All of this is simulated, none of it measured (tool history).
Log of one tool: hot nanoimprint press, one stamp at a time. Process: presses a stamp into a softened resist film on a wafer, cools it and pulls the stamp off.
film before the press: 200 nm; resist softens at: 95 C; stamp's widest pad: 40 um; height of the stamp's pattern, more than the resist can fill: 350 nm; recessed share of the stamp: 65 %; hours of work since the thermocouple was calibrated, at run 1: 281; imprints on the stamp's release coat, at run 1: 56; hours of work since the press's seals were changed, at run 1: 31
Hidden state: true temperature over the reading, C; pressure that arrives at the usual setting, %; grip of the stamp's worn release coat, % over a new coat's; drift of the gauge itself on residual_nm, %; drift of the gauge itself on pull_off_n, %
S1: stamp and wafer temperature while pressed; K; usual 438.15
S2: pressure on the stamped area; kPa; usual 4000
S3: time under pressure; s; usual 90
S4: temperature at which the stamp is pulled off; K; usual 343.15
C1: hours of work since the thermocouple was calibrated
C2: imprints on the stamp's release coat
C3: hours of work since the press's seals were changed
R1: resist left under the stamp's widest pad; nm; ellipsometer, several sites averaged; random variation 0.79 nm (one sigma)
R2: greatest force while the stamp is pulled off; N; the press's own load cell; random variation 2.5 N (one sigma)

run   hour      S1    S2   S3      S4   C1   C2   C3     R1   R2
  1    0.0  438.15  4000   90  343.15  281   56   31  105.0  123
  2    8.0  438.15  4000   90  343.15  284   82   35  105.6  116
  3   15.3  438.15  4000   90  331.15  288  106   38  105.5  129
  4   23.0  438.15  4000   90  331.15  291  131   42  104.8  127
  5   29.6  438.15  4000   90  331.15  295  153   45  106.3  130
  6   38.8  438.15  4000   90  330.15  299  183   49  105.3  132
  7   42.8  438.15  4000   90  330.15  301  196   51  104.0  140
  8   51.8  438.15  4000   75  343.15  305  225   55  111.4  128
  9   59.7  438.15  4000   75  343.15  309  251   59  110.6  125
 10   66.8  438.15  4000   75  343.15  312  274   62  111.0  131
 11   74.8  438.15  4000   75  343.15  316  300   66  111.4  128
 12   82.7  438.15  4000   88  343.15  320  326   70  104.9  132
 13   90.9  438.15  4000   88  343.15  323  353   74  106.9  134
 14   98.0  438.15  4000   88  343.15  327  376   77  106.0  134
 15  102.5  438.15  4000   88  343.15  329  391   79  106.2  138
     106.1  -- plate thermocouple calibrated
 16  110.3  438.15  4000   88  343.15    2  407   81  106.9  135
 17  115.2  450.15  4000  130  341.15    4  423   84   61.3  134
 18  122.0  428.15  3830   90  343.15    8  445   87  150.4  134
     129.2  -- plate thermocouple calibrated, once more
 19  130.5  426.15  2830   66  343.15    1  463   90  171.7  136
 20  135.2  438.15  4000   94  348.15    3  478   92  101.5  134
 21  141.6  438.15  3290   94  350.15    6  499   95  111.6  134
 22  147.4  438.15  3290   94  350.15    9  518   98  110.0  133
 23  151.3  442.15  3140  133  336.15   10  531   99   88.2  143
     159.8  -- stamp cleaned and given a new release coat
 24  164.5  442.15  3140  133  336.15   14   15  103   88.8  125
 25  170.1  442.15  5370  133  335.15   16   34  105   65.9  121
 26  176.4  442.15  5370  133  335.15   19   55  108   65.1  124
 27  185.3  429.15  4000   90  329.15   24   84  113  138.6  124
 28  190.9  429.15  4000   90  329.15   26  102  115  138.3  126
 29  200.5  450.15  2520  121  343.15   31  133  120   80.2  124
 30  207.1  446.15  2520   48  335.15   34  155  123  120.0  127

4 ways to go on from here, each from the tool as it stands after run 30. What would each give?
  A  216.3  446.15  6400  48  335.15  38  185  127   ?   ?
  B  216.3  444.15  2520  48  339.15  38  185  127   ?   ?
  C  216.3  448.15  3520  88  335.15  38  185  127   ?   ?
  D  216.3  438.15  3760  90  336.15  38  185  127   ?   ?

run     R1   R2
  A   71.7  128
  B  128.9  125
  C   79.1  131
  D  104.8  128
Without the tool's hidden state the same runs would have given:
run     R1   R2
  A   71.4  120
  B  128.8  117
  C   79.0  123
  D  104.7  120
